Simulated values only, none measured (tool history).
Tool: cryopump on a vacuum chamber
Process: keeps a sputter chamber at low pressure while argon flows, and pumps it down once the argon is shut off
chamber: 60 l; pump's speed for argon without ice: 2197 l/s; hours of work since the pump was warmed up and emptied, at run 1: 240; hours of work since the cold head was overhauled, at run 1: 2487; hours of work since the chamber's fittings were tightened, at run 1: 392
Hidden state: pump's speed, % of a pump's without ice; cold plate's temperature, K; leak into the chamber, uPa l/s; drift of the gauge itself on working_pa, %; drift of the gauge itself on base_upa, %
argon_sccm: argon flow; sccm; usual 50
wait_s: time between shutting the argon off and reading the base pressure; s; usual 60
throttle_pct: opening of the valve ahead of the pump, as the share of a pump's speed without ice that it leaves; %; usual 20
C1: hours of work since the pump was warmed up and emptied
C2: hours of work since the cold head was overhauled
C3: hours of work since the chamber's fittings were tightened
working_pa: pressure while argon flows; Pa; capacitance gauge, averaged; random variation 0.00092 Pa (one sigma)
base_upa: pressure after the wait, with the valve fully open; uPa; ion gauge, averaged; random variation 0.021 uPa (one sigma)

{"run": 1, "hour": 0.0, "argon_sccm": 50, "wait_s": 60, "throttle_pct": 20, "C1": 240, "C2": 2487, "C3": 392, "working_pa": 0.1964, "base_upa": 1.34}
{"run": 2, "hour": 123.1, "argon_sccm": 68, "wait_s": 60, "throttle_pct": 20, "C1": 319, "C2": 2566, "C3": 471, "working_pa": 0.2675, "base_upa": 1.57}
{"run": 3, "hour": 238.2, "argon_sccm": 68, "wait_s": 60, "throttle_pct": 20, "C1": 393, "C2": 2640, "C3": 545, "working_pa": 0.2676, "base_upa": 1.66}
{"run": 4, "hour": 297.7, "argon_sccm": 68, "wait_s": 60, "throttle_pct": 24, "C1": 431, "C2": 2678, "C3": 583, "working_pa": 0.2255, "base_upa": 1.79}
{"run": 5, "hour": 402.6, "argon_sccm": 50, "wait_s": 141, "throttle_pct": 20, "C1": 498, "C2": 2745, "C3": 650, "working_pa": 0.2005, "base_upa": 1.79}
{"run": 6, "hour": 470.8, "argon_sccm": 50, "wait_s": 141, "throttle_pct": 20, "C1": 542, "C2": 2789, "C3": 694, "working_pa": 0.1997, "base_upa": 1.92}
{"run": 7, "hour": 544.5, "argon_sccm": 50, "wait_s": 141, "throttle_pct": 20, "C1": 589, "C2": 2836, "C3": 741, "working_pa": 0.2022, "base_upa": 2.03}
{"run": 8, "hour": 674.1, "argon_sccm": 50, "wait_s": 141, "throttle_pct": 20, "C1": 673, "C2": 2919, "C3": 824, "working_pa": 0.2019, "base_upa": 2.2}
{"hour": 700.1, "done": "pump warmed up, emptied and cooled again"}
{"run": 9, "hour": 796.3, "argon_sccm": 27, "wait_s": 108, "throttle_pct": 55, "C1": 62, "C2": 2994, "C3": 899, "working_pa": 0.0388, "base_upa": 2.12}
{"run": 10, "hour": 873.1, "argon_sccm": 89, "wait_s": 74, "throttle_pct": 39, "C1": 111, "C2": 3044, "C3": 949, "working_pa": 0.1813, "base_upa": 2.28}
{"run": 11, "hour": 947.8, "argon_sccm": 89, "wait_s": 74, "throttle_pct": 39, "C1": 159, "C2": 3092, "C3": 996, "working_pa": 0.1803, "base_upa": 2.47}
{"run": 12, "hour": 1029.5, "argon_sccm": 50, "wait_s": 46, "throttle_pct": 29, "C1": 211, "C2": 3144, "C3": 1049, "working_pa": 0.1382, "base_upa": 2.69}

4 ways to go on from here, each from the tool as it stands after run 12. What would each give?
{"hour": 1062.4, "done": "leaking fittings of the chamber tightened, without venting"}
{"run": "A", "hour": 1091.4, "argon_sccm": 86, "wait_s": 54, "throttle_pct": 33, "C1": 250, "C2": 3182, "C3": 19, "working_pa": "?", "base_upa": "?"}
{"hour": 1062.4, "done": "leaking fittings of the chamber tightened, without venting"}
{"run": "B", "hour": 1091.4, "argon_sccm": 26, "wait_s": 60, "throttle_pct": 16, "C1": 250, "C2": 3182, "C3": 19, "working_pa": "?", "base_upa": "?"}
{"hour": 1062.4, "done": "leaking fittings of the chamber tightened, without venting"}
{"run": "C", "hour": 1091.4, "argon_sccm": 20, "wait_s": 60, "throttle_pct": 35, "C1": 250, "C2": 3182, "C3": 19, "working_pa": "?", "base_upa": "?"}
{"hour": 1062.4, "done": "leaking fittings of the chamber tightened, without venting"}
{"run": "D", "hour": 1091.4, "argon_sccm": 24, "wait_s": 88, "throttle_pct": 21, "C1": 250, "C2": 3182, "C3": 19, "working_pa": "?", "base_upa": "?"}

run=A working_pa=0.2084 base_upa=0.56
run=B working_pa=0.1275 base_upa=0.47
run=C working_pa=0.0454 base_upa=0.49
run=D working_pa=0.0912 base_upa=0.4
Without the tool's hidden state the same runs would have given:
run=A working_pa=0.2005 base_upa=0.49
run=B working_pa=0.1252 base_upa=0.41
run=C working_pa=0.0436 base_upa=0.43
run=D working_pa=0.089 base_upa=0.34
